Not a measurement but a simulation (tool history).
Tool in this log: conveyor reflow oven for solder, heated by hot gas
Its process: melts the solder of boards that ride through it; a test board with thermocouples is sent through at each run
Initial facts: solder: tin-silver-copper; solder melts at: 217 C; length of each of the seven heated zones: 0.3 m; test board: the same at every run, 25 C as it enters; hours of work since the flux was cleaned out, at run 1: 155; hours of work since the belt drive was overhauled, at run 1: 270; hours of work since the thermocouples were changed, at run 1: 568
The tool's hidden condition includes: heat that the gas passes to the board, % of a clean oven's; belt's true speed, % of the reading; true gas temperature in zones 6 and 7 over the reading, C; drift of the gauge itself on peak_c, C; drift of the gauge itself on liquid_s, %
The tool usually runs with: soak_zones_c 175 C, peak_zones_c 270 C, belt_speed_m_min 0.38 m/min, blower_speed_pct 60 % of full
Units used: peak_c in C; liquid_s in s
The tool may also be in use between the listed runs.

run	hour	soak_zones_c	peak_zones_c	belt_speed_m_min	blower_speed_pct	hours of work since the flux was cleaned out	hours of work since the belt drive was overhauled	hours of work since the thermocouples were changed	peak_c	liquid_s
1	0	175	270	0.38	60	155	270	568	255.45	74.3
2	13.2	175	270	0.312	60	161	276	574	260.57	97.2
3	24.9	175	270	0.312	60	166	282	579	260.55	97.2
4	34.4	175	270	0.312	60	171	286	584	260.53	97.2
5	45.1	175	270	0.353	60	176	291	589	257.44	82.5
6	53	175	270	0.353	60	179	295	592	257.45	82.3
7	60.6	175	270	0.38	60	183	298	596	255.34	74.4
8	70	175	270	0.38	51	187	303	600	252.49	70.9
9	85.2	161	270	0.38	60	194	310	607	253.07	66.5
10	96.6	175	270	0.38	60	200	315	612	255.31	74.4
11	106.1	175	273	0.38	60	204	319	617	258.01	76.4
12	119.9	168	273	0.38	60	210	326	623	256.89	72.6
13	129.4	168	273	0.38	60	215	330	628	257.01	72.7
14	139.9	161	270	0.38	60	220	335	633	253.06	66.7

The next listed run, before its measurement:
15	150.2	171	270	0.32	60	225	340	637	?	?

peak_c: 259.49 C
liquid_s: 92.1 s
With no hidden state in the tool, this same run would have given peak_c 259.48 C, liquid_s 92.1 s.

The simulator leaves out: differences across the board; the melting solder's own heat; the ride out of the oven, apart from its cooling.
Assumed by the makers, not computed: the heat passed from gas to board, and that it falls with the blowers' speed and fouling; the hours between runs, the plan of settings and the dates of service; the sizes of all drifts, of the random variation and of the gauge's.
